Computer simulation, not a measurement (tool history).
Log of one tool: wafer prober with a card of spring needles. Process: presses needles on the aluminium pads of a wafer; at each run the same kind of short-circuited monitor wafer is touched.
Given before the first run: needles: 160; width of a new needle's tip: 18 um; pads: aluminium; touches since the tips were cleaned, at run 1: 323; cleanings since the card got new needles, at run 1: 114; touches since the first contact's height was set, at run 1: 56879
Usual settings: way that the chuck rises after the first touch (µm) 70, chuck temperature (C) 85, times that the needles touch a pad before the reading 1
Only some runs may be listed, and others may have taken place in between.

| run | day | way that the chuck rises after the first touch (µm) | chuck temperature (C) | times that the needles touch a pad before the reading | touches since the tips were cleaned | cleanings since the card got new needles | touches since the first contact's height was set | resistance of one needle with its contact and lead (mohm) | way that a needle slides on the pad (µm) |
|---|---|---|---|---|---|---|---|---|---|
| 1 | 0 | 70 | 85 | 1 | 323 | 114 | 56879 | 148 | 8.82 |
|  | 1.025 | tips cleaned on abrasive film |
| 2 | 1.929 | 70 | 85 | 1 | 3515 | 115 | 64365 | 181 | 8.83 |
|  | 2.117 | tips cleaned on abrasive film |
|  | 3.308 | tips cleaned on abrasive film |
|  | 4.321 | tips cleaned on abrasive film |
| 3 | 4.796 | 70 | 85 | 1 | 1845 | 118 | 75473 | 171 | 8.76 |
|  | 5.446 | tips cleaned on abrasive film |
|  | 6.533 | tips cleaned on abrasive film |
| 4 | 6.788 | 70 | 85 | 1 | 993 | 120 | 83179 | 159 | 8.73 |
|  | 7.588 | tips cleaned on abrasive film |
|  | 8.658 | tips cleaned on abrasive film |
| 5 | 8.888 | 70 | 85 | 1 | 894 | 122 | 91326 | 155 | 8.7 |
|  | 9.65 | tips cleaned on abrasive film |
|  | 10.65 | tips cleaned on abrasive film |
| 6 | 10.858 | 70 | 85 | 1 | 810 | 124 | 98945 | 156 | 8.68 |
|  | 11.812 | tips cleaned on abrasive film |
|  | 12.888 | tips cleaned on abrasive film |
|  | 13.912 | tips cleaned on abrasive film |
| 7 | 13.971 | 70 | 41 | 1 | 222 | 127 | 111008 | 139 | 8.65 |
|  | 15.004 | tips cleaned on abrasive film |
|  | 16.104 | tips cleaned on abrasive film |
| 8 | 16.242 | 70 | 41 | 1 | 539 | 129 | 119805 | 144 | 8.62 |
|  | 17.104 | tips cleaned on abrasive film |
| 9 | 17.65 | 70 | 41 | 1 | 2123 | 130 | 125273 | 168 | 8.64 |
|  | 18.221 | tips cleaned on abrasive film |
|  | 19.346 | tips cleaned on abrasive film |
| 10 | 20.233 | 70 | 85 | 1 | 3459 | 132 | 135290 | 185 | 8.64 |
|  | 20.475 | tips cleaned on abrasive film |
|  | 21.596 | tips cleaned on abrasive film |
| 11 | 21.858 | 70 | 85 | 3 | 1021 | 134 | 141580 | 146 | 8.62 |
|  | 22.729 | tips cleaned on abrasive film |
|  | 22.983 | height of the first contact set anew |
| 12 | 23.446 | 70 | 85 | 3 | 2734 | 135 | 1806 | 151 | 8.98 |
|  | 23.888 | tips cleaned on abrasive film |
|  | 24.867 | tips cleaned on abrasive film |
|  | 25.862 | tips cleaned on abrasive film |
| 13 | 26.617 | 70 | 85 | 3 | 2925 | 138 | 14087 | 154 | 8.91 |
|  | 26.829 | tips cleaned on abrasive film |
|  | 27.833 | tips cleaned on abrasive film |
|  | 28.917 | tips cleaned on abrasive film |
|  | 29.9 | tips cleaned on abrasive film |
| 14 | 29.9 | 70 | 85 | 3 | 0 | 142 | 26794 | 138 | 8.97 |
|  | 30.892 | tips cleaned on abrasive film |
|  | 32.004 | tips cleaned on abrasive film |
|  | 32.967 | tips cleaned on abrasive film |
| 15 | 32.967 | 59 | 54 | 1 | 0 | 145 | 38683 | 143 | 7.48 |
|  | 34.062 | tips cleaned on abrasive film |
| 16 | 34.517 | 60 | 87 | 1 | 1762 | 146 | 44681 | 180 | 7.53 |
|  | 35.071 | tips cleaned on abrasive film |
|  | 36.088 | tips cleaned on abrasive film |
|  | 37.079 | tips cleaned on abrasive film |
| 17 | 37.079 | 55 | 34 | 2 | 0 | 149 | 54602 | 141 | 6.95 |
|  | 38.196 | tips cleaned on abrasive film |
|  | 39.217 | tips cleaned on abrasive film |
|  | 40.292 | tips cleaned on abrasive film |
| 18 | 40.354 | 70 | 85 | 2 | 245 | 152 | 67303 | 146 | 8.73 |
|  | 41.338 | tips cleaned on abrasive film |
|  | 42.388 | tips cleaned on abrasive film |
| 19 | 42.862 | 70 | 85 | 2 | 1855 | 154 | 77024 | 155 | 8.72 |
|  | 43.525 | tips cleaned on abrasive film |
|  | 44.529 | tips cleaned on abrasive film |
| 20 | 44.529 | 56 | 67 | 1 | 0 | 156 | 83468 | 148 | 6.94 |
|  | 45.621 | tips cleaned on abrasive film |
|  | 46.725 | tips cleaned on abrasive film |
| 21 | 47.454 | 51 | 29 | 1 | 2849 | 158 | 94824 | 219 | 6.34 |
|  | 47.7 | tips cleaned on abrasive film |
|  | 48.867 | tips cleaned on abrasive film |
|  | 49.962 | tips cleaned on abrasive film |
| 22 | 50.142 | 79 | 29 | 2 | 691 | 161 | 105218 | 136 | 9.88 |
|  | 50.996 | tips cleaned on abrasive film |
|  | 52.083 | tips cleaned on abrasive film |
| 23 | 52.846 | 51 | 30 | 1 | 2963 | 163 | 115699 | 219 | 6.27 |
|  | 53.229 | tips cleaned on abrasive film |
|  | 54.362 | tips cleaned on abrasive film |
| 24 | 54.875 | 51 | 30 | 1 | 1990 | 165 | 123566 | 204 | 6.27 |
|  | 55.346 | tips cleaned on abrasive film |
|  | 56.304 | tips cleaned on abrasive film |
| 25 | 57.204 | 60 | 119 | 2 | 3487 | 167 | 132587 | 181 | 7.37 |
|  | 57.367 | tips cleaned on abrasive film |
|  | 58.392 | tips cleaned on abrasive film |
|  | 59.5 | tips cleaned on abrasive film |
| 26 | 60.071 | 60 | 119 | 2 | 2216 | 170 | 143696 | 179 | 7.4 |
|  | 60.446 | height of the first contact set anew |
|  | 60.688 | tips cleaned on abrasive film |
|  | 61.662 | tips cleaned on abrasive film |
|  | 62.704 | tips cleaned on abrasive film |
| 27 | 62.817 | 82 | 125 | 1 | 423 | 173 | 9168 | 149 | 10.48 |
|  | 63.788 | tips cleaned on abrasive film |
|  | 64.812 | tips cleaned on abrasive film |
|  | 65.862 | tips cleaned on abrasive film |
| 28 | 65.862 | 82 | 125 | 1 | 0 | 176 | 20978 | 147 | 10.41 |

4 options for the next run, each taken on its own from the tool as it stands now. Forecast them:
|  | 66.971 | tips cleaned on abrasive film |
|  | 67.929 | tips cleaned on abrasive film |
|  | 68.975 | tips cleaned on abrasive film |
| A | 69.1 | 70 | 83 | 1 | 493 | 179 | 33518 | ? | ? |
|  | 66.971 | tips cleaned on abrasive film |
|  | 67.929 | tips cleaned on abrasive film |
|  | 68.975 | tips cleaned on abrasive film |
| B | 69.1 | 82 | 125 | 2 | 493 | 179 | 33518 | ? | ? |
|  | 66.971 | tips cleaned on abrasive film |
|  | 67.929 | tips cleaned on abrasive film |
|  | 68.975 | tips cleaned on abrasive film |
| C | 69.1 | 73 | 30 | 1 | 493 | 179 | 33518 | ? | ? |
|  | 66.971 | tips cleaned on abrasive film |
|  | 67.929 | tips cleaned on abrasive film |
|  | 68.975 | tips cleaned on abrasive film |
| D | 69.1 | 58 | 34 | 2 | 493 | 179 | 33518 | ? | ? |

| run | resistance of one needle with its contact and lead (mohm) | way that a needle slides on the pad (µm) |
|---|---|---|
| A | 155 | 8.8 |
| B | 149 | 10.36 |
| C | 143 | 9.23 |
| D | 148 | 7.29 |
What these runs would have given with no unlogged condition in the tool:
| run | resistance of one needle with its contact and lead (mohm) | way that a needle slides on the pad (µm) |
|---|---|---|
| A | 138 | 8.88 |
| B | 141 | 10.43 |
| C | 127 | 9.31 |
| D | 132 | 7.36 |
